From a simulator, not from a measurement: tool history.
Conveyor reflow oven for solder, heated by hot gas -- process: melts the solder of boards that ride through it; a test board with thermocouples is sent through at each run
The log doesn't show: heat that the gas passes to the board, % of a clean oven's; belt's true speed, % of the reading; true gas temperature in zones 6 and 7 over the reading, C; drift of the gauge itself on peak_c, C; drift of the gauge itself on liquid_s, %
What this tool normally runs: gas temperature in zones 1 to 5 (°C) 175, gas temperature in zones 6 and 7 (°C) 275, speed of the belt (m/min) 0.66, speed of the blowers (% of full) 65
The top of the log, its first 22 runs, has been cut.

run	hour	gas temperature in zones 1 to 5 (°C)	gas temperature in zones 6 and 7 (°C)	speed of the belt (m/min)	speed of the blowers (% of full)	hours of work since the flux was cleaned out	hours of work since the belt drive was overhauled	hours of work since the thermocouples were changed	highest temperature of the board (°C)	time above the solder's melting point (s)
23	192.5	177	287	0.57	67	107	161	383	267.8	73.7
24	203.1	189	287	0.573	85	114	168	390	273.7	80.7
25	211.4	189	287	0.573	85	120	174	395	273.2	80.8
26	218.2	181	276	0.778	79	124	178	400	251	45.5
27	224.6	179	276	0.778	79	128	182	404	250.5	44.7
28	231.2	179	276	0.778	79	132	187	408	250.9	44.7
29	238.5	179	276	0.778	79	137	191	413	250.7	45.1
30	246.9	179	276	0.778	79	143	197	418	250.7	44.4

Below are 3 alternative next runs, each starting from the tool's condition after run 30. Predict each:
A	254	168	275	0.66	65	147	201	423	?	?
B	254	179	276	0.647	79	147	201	423	?	?
C	254	179	276	0.636	79	147	201	423	?	?

run	highest temperature of the board (°C)	time above the solder's melting point (s)
A	249.6	48.5
B	257.3	59.9
C	258.1	61.3
With no hidden state in the tool, these same runs would have given:
run	highest temperature of the board (°C)	time above the solder's melting point (s)
A	249.7	48.6
B	257.3	59.9
C	258.1	61.3

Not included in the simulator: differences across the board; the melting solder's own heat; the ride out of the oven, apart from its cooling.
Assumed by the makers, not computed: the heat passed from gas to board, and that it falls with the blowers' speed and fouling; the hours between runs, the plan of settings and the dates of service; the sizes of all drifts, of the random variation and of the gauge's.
